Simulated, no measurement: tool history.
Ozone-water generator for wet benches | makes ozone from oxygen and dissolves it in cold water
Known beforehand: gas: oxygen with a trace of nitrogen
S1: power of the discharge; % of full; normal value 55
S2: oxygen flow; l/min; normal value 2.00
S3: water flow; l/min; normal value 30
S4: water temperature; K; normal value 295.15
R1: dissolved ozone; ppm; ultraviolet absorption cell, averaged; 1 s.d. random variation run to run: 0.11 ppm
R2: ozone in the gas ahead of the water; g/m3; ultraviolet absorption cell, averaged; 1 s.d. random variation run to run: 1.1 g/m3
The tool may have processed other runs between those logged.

{"run": 1, "day": 0.0, "S1": 55, "S2": 2.0, "S3": 30, "S4": 295.15, "R1": 5.3, "R2": 186.5}
{"run": 2, "day": 1.721, "S1": 44, "S2": 2.0, "S3": 30, "S4": 295.15, "R1": 4.4, "R2": 154.2}
{"run": 3, "day": 4.825, "S1": 55, "S2": 2.0, "S3": 30, "S4": 299.15, "R1": 5.1, "R2": 185.3}
{"run": 4, "day": 7.217, "S1": 55, "S2": 2.0, "S3": 30, "S4": 290.15, "R1": 5.2, "R2": 183.6}
{"run": 5, "day": 9.404, "S1": 55, "S2": 2.0, "S3": 30, "S4": 290.15, "R1": 5.5, "R2": 184.3}
{"run": 6, "day": 12.029, "S1": 55, "S2": 2.0, "S3": 30, "S4": 290.15, "R1": 5.3, "R2": 185.4}
{"run": 7, "day": 13.708, "S1": 92, "S2": 2.0, "S3": 30, "S4": 295.15, "R1": 8.1, "R2": 284.5}
{"run": 8, "day": 16.033, "S1": 55, "S2": 2.0, "S3": 30, "S4": 295.15, "R1": 5.2, "R2": 184.8}
{"run": 9, "day": 19.154, "S1": 55, "S2": 1.04, "S3": 30, "S4": 295.15, "R1": 4.5, "R2": 285.8}
{"day": 19.442, "done": "water thermometer calibrated"}
{"run": 10, "day": 21.004, "S1": 55, "S2": 1.04, "S3": 30, "S4": 295.15, "R1": 4.6, "R2": 285.7}
{"run": 11, "day": 22.4, "S1": 55, "S2": 2.0, "S3": 30, "S4": 295.15, "R1": 5.2, "R2": 184.2}
{"run": 12, "day": 25.038, "S1": 55, "S2": 2.0, "S3": 30, "S4": 295.15, "R1": 5.5, "R2": 184.4}
{"run": 13, "day": 27.725, "S1": 55, "S2": 2.0, "S3": 30, "S4": 295.15, "R1": 5.3, "R2": 184.4}
{"day": 29.15, "done": "water thermometer calibrated, once more"}
{"run": 14, "day": 30.258, "S1": 41, "S2": 2.0, "S3": 30, "S4": 288.15, "R1": 4.3, "R2": 145.4}
{"run": 15, "day": 32.896, "S1": 91, "S2": 3.19, "S3": 30, "S4": 293.15, "R1": 8.5, "R2": 207.0}
{"run": 16, "day": 36.0, "S1": 59, "S2": 3.19, "S3": 30, "S4": 289.15, "R1": 6.0, "R2": 141.1}
{"run": 17, "day": 38.392, "S1": 80, "S2": 1.54, "S3": 30, "S4": 300.15, "R1": 6.6, "R2": 299.0}
{"run": 18, "day": 40.4, "S1": 83, "S2": 1.54, "S3": 47, "S4": 300.15, "R1": 3.9, "R2": 308.4}
{"run": 19, "day": 43.288, "S1": 83, "S2": 1.54, "S3": 47, "S4": 300.15, "R1": 4.1, "R2": 307.2}
{"run": 20, "day": 45.567, "S1": 83, "S2": 3.02, "S3": 25, "S4": 300.15, "R1": 8.6, "R2": 194.5}
{"run": 21, "day": 47.325, "S1": 83, "S2": 3.02, "S3": 25, "S4": 300.15, "R1": 9.0, "R2": 196.5}
{"run": 22, "day": 49.996, "S1": 83, "S2": 3.02, "S3": 25, "S4": 300.15, "R1": 8.8, "R2": 196.2}
{"run": 23, "day": 52.292, "S1": 87, "S2": 2.0, "S3": 35, "S4": 289.15, "R1": 6.5, "R2": 266.0}

What if the next run were any one of these 5? Each begins from the tool's condition after run 23:
{"run": "A", "day": 55.571, "S1": 59, "S2": 2.39, "S3": 30, "S4": 295.15, "R1": "?", "R2": "?"}
{"run": "B", "day": 55.571, "S1": 55, "S2": 2.0, "S3": 45, "S4": 295.15, "R1": "?", "R2": "?"}
{"run": "C", "day": 55.571, "S1": 52, "S2": 3.13, "S3": 30, "S4": 295.15, "R1": "?", "R2": "?"}
{"run": "D", "day": 55.571, "S1": 55, "S2": 2.14, "S3": 30, "S4": 295.15, "R1": "?", "R2": "?"}
{"run": "E", "day": 55.571, "S1": 55, "S2": 2.97, "S3": 30, "S4": 295.15, "R1": "?", "R2": "?"}

run=A R1=5.7 R2=171.9
run=B R1=3.3 R2=183.5
run=C R1=5.1 R2=131.0
run=D R1=5.3 R2=175.9
run=E R1=5.6 R2=140.0
Stripped of hidden state, with their random variation kept, the same runs would have yielded:
run=A R1=6.5 R2=179.6
run=B R1=3.8 R2=191.1
run=C R1=5.8 R2=136.0
run=D R1=6.0 R2=183.2
run=E R1=6.3 R2=145.8
